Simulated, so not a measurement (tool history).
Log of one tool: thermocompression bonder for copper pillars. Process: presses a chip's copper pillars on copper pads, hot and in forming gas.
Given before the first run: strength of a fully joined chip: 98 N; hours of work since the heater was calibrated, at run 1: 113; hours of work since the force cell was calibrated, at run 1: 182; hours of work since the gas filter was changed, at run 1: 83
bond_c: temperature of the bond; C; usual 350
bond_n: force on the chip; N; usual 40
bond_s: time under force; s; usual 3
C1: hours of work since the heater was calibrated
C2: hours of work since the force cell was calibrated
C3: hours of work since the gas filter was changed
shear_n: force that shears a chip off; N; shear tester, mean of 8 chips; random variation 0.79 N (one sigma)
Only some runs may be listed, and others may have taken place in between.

run 1 hour=0 | bond_c=350 bond_n=40 bond_s=3 | C1=113 C2=182 C3=83 | shear_n=64
run 2 hour=17.3 | bond_c=350 bond_n=40 bond_s=3 | C1=122 C2=192 C3=93 | shear_n=64.1
run 3 hour=32.4 | bond_c=350 bond_n=40 bond_s=3 | C1=131 C2=200 C3=101 | shear_n=64.3
run 4 hour=47 | bond_c=350 bond_n=40 bond_s=3 | C1=139 C2=208 C3=109 | shear_n=63.3
run 5 hour=62.6 | bond_c=350 bond_n=40 bond_s=3 | C1=147 C2=217 C3=118 | shear_n=62.7
run 6 hour=78.6 | bond_c=350 bond_n=38 bond_s=3 | C1=156 C2=225 C3=127 | shear_n=62.6
run 7 hour=91.8 | bond_c=350 bond_n=38 bond_s=3 | C1=164 C2=233 C3=134 | shear_n=61.2
run 8 hour=110.3 | bond_c=350 bond_n=38 bond_s=3 | C1=174 C2=243 C3=144 | shear_n=61
run 9 hour=133.1 | bond_c=350 bond_n=40 bond_s=4 | C1=186 C2=255 C3=157 | shear_n=67
run 10 hour=144.1 | bond_c=350 bond_n=40 bond_s=3 | C1=192 C2=262 C3=163 | shear_n=62.7
run 11 hour=156.6 | bond_c=350 bond_n=40 bond_s=3 | C1=199 C2=268 C3=170 | shear_n=63
run 12 hour=175.6 | bond_c=350 bond_n=45 bond_s=3 | C1=210 C2=279 C3=180 | shear_n=65.1
run 13 hour=196.9 | bond_c=327 bond_n=40 bond_s=3 | C1=221 C2=291 C3=192 | shear_n=54.4
run 14 hour=218.7 | bond_c=327 bond_n=40 bond_s=3 | C1=234 C2=303 C3=204 | shear_n=52.1
run 15 hour=236.7 | bond_c=344 bond_n=28 bond_s=3 | C1=243 C2=313 C3=214 | shear_n=52.1
run 16 hour=252.8 | bond_c=344 bond_n=28 bond_s=3 | C1=252 C2=321 C3=223 | shear_n=50.7
-- hour=255.9 force cell calibrated
run 17 hour=272.1 | bond_c=324 bond_n=40 bond_s=6 | C1=262 C2=9 C3=233 | shear_n=61.8
run 18 hour=282.3 | bond_c=369 bond_n=46 bond_s=7 | C1=268 C2=15 C3=238 | shear_n=80.2
run 19 hour=299.8 | bond_c=369 bond_n=46 bond_s=7 | C1=277 C2=24 C3=248 | shear_n=81.4
run 20 hour=318.6 | bond_c=324 bond_n=40 bond_s=3 | C1=288 C2=35 C3=258 | shear_n=50.9
-- hour=323.6 force cell calibrated, once more
run 21 hour=330.2 | bond_c=372 bond_n=40 bond_s=2 | C1=293 C2=4 C3=264 | shear_n=62.1
run 22 hour=347 | bond_c=372 bond_n=40 bond_s=2 | C1=303 C2=13 C3=273 | shear_n=60.4
run 23 hour=363 | bond_c=350 bond_n=27 bond_s=7 | C1=311 C2=22 C3=282 | shear_n=65.5
run 24 hour=373.8 | bond_c=370 bond_n=33 bond_s=4 | C1=317 C2=28 C3=288 | shear_n=66.3
-- hour=376.4 forming gas filter changed
run 25 hour=393.6 | bond_c=378 bond_n=50 bond_s=2 | C1=328 C2=38 C3=9 | shear_n=74.5

Each row is a separate what-if for the run after 25, all from the same tool condition, not one after another. Results?
run A hour=412.4 | bond_c=368 bond_n=28 bond_s=4 | C1=338 C2=49 C3=20 | shear_n=?
run B hour=412.4 | bond_c=348 bond_n=40 bond_s=6 | C1=338 C2=49 C3=20 | shear_n=?
run C hour=412.4 | bond_c=343 bond_n=37 bond_s=2 | C1=338 C2=49 C3=20 | shear_n=?

run=A shear_n=70.7
run=B shear_n=76.9
run=C shear_n=55.8
What these runs would have given with no unlogged condition in the tool:
run=A shear_n=69.7
run=B shear_n=76.1
run=C shear_n=54.6
